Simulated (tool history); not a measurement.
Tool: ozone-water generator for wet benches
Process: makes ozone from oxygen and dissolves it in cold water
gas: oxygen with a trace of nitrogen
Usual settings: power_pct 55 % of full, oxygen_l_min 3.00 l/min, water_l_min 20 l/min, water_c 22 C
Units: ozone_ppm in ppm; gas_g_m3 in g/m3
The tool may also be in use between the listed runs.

run,hour,power_pct,oxygen_l_min,water_l_min,water_c,ozone_ppm,gas_g_m3
1,0.0,55,3.00,20,22,9.6,151.5
2,153.5,55,3.00,20,22,9.4,150.9
3,238.5,55,3.00,20,22,9.4,148.1
4,348.7,55,3.00,20,22,9.6,150.4
5,472.0,55,3.00,20,22,9.2,149.8
6,617.3,55,3.00,20,22,9.3,148.4
7,709.9,55,3.98,20,22,9.6,130.1
8,810.0,55,3.98,20,22,9.4,130.6
9,968.1,55,3.00,20,19,9.7,148.0
10,1145.5,55,3.00,20,19,9.3,146.3
11,1317.2,55,3.00,20,19,9.4,145.5
12,1400.5,55,3.00,20,22,9.2,144.7
13,1541.3,55,3.00,20,22,9.1,145.1
14,1715.3,55,3.00,20,22,8.9,145.2
15,1899.6,55,3.00,20,22,8.9,144.7
16,1985.2,55,3.00,20,22,8.8,141.6
17,2154.0,55,3.00,20,22,8.8,140.9
18,2305.3,47,3.00,20,22,7.8,126.9
# hour 2326.7: contactor cleaned
19,2435.7,55,3.97,20,20,9.7,125.9
20,2515.4,45,3.12,32,20,4.9,119.6
21,2624.8,55,3.00,25,14,7.6,140.2
22,2794.2,85,2.27,19,17,12.3,212.7
23,2972.3,84,2.10,20,19,11.1,217.8
24,3145.7,84,2.10,20,19,10.9,218.3
25,3264.8,55,4.14,28,22,6.9,119.0
26,3414.1,55,4.14,28,26,6.3,117.1
27,3551.3,53,4.93,20,27,8.3,107.6

Forecast run 28:
28,3629.9,53,4.93,20,27,?,?

Run 28 gave ozone_ppm 8.4 ppm, gas_g_m3 107.6 g/m3.
Without the tool's hidden state the same run would have given ozone_ppm 10.9 ppm, gas_g_m3 137.8 g/m3.
